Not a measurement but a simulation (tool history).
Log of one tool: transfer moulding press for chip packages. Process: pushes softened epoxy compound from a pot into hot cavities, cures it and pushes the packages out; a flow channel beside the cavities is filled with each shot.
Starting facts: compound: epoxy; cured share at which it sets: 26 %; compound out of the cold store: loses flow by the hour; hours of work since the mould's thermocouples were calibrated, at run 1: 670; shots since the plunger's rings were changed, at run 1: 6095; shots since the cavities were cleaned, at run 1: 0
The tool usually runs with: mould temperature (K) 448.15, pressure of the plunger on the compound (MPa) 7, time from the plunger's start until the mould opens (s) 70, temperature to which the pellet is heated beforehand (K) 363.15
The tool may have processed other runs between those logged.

run	day	mould temperature (K)	pressure of the plunger on the compound (MPa)	time from the plunger's start until the mould opens (s)	temperature to which the pellet is heated beforehand (K)	hours of work since the mould's thermocouples were calibrated	shots since the plunger's rings were changed	shots since the cavities were cleaned	incoming compound's hours out of the cold store	length that the compound runs in the flow channel (mm)	greatest force on the pins that push the packages out (N)
1	0	448.15	7	70	363.15	670	6095	0	47.5	461	292
# day 0.512: plunger's sealing rings changed
2	1.496	448.15	7	55	363.15	690	346	490	22.9	539	568
# day 3.308: cavities cleaned with cleaning compound and waxed
3	3.446	448.15	7	55	363.15	717	1012	48	22.9	538	583
4	4.292	448.15	7	55	363.15	729	1312	348	12	593	588
5	5.362	448.15	7	70	356.15	744	1689	725	47	469	291
# day 6.442: cavities cleaned with cleaning compound and waxed
6	7.208	448.15	6.34	70	363.15	769	2317	270	38.4	465	300
7	8.892	448.15	6.34	70	363.15	793	2912	865	12.4	549	308
# day 9.621: cavities cleaned with cleaning compound and waxed
8	10.342	448.15	7	70	363.15	813	3402	256	21.6	548	302
9	11.329	448.15	7	70	363.15	827	3749	603	9.3	585	320
# day 12.754: cavities cleaned with cleaning compound and waxed
# day 12.996: mould's thermocouples calibrated
10	13.154	449.15	7	70	363.15	2	4342	112	44.5	477	287
11	15.017	449.15	7	70	363.15	29	4999	769	22.6	538	304
# day 16.017: cavities cleaned with cleaning compound and waxed
12	16.175	449.15	7	70	363.15	44	5385	55	31.9	507	266
13	17.246	448.15	7.22	70	363.15	59	5763	433	11.6	592	306
14	18.108	446.15	6.49	51	371.15	72	6067	737	33.5	495	694
# day 18.754: plunger's sealing rings changed
# day 19.288: cavities cleaned with cleaning compound and waxed
15	20.038	448.15	7	85	370.15	97	431	265	25.5	535	246
16	21.104	448.15	7	94	369.15	112	807	641	13.5	580	233
# day 22.462: cavities cleaned with cleaning compound and waxed
17	23.012	448.15	7	94	369.15	138	1457	193	8.8	598	226
18	24.679	448.15	7	57	353.15	162	2045	781	22.6	534	569
# day 25.729: cavities cleaned with cleaning compound and waxed
19	25.733	448.15	5.64	75	363.15	176	2396	2	36.2	442	259
20	27.062	448.15	5.64	75	363.15	194	2864	470	25.9	480	272

Alternative continuations, all from the tool just after run 20; predict every row:
A	28.621	448.15	7.6	75	371.15	217	3414	1020	16.6	?	?
B	28.621	446.15	8.25	70	363.15	217	3414	1020	41.7	?	?
C	28.621	452.15	5.64	75	363.15	217	3414	1020	32.9	?	?

run	length that the compound runs in the flow channel (mm)	greatest force on the pins that push the packages out (N)
A	581	276
B	536	321
C	453	243
What these runs would have given with no unlogged condition in the tool:
run	length that the compound runs in the flow channel (mm)	greatest force on the pins that push the packages out (N)
A	581	274
B	536	319
C	453	241
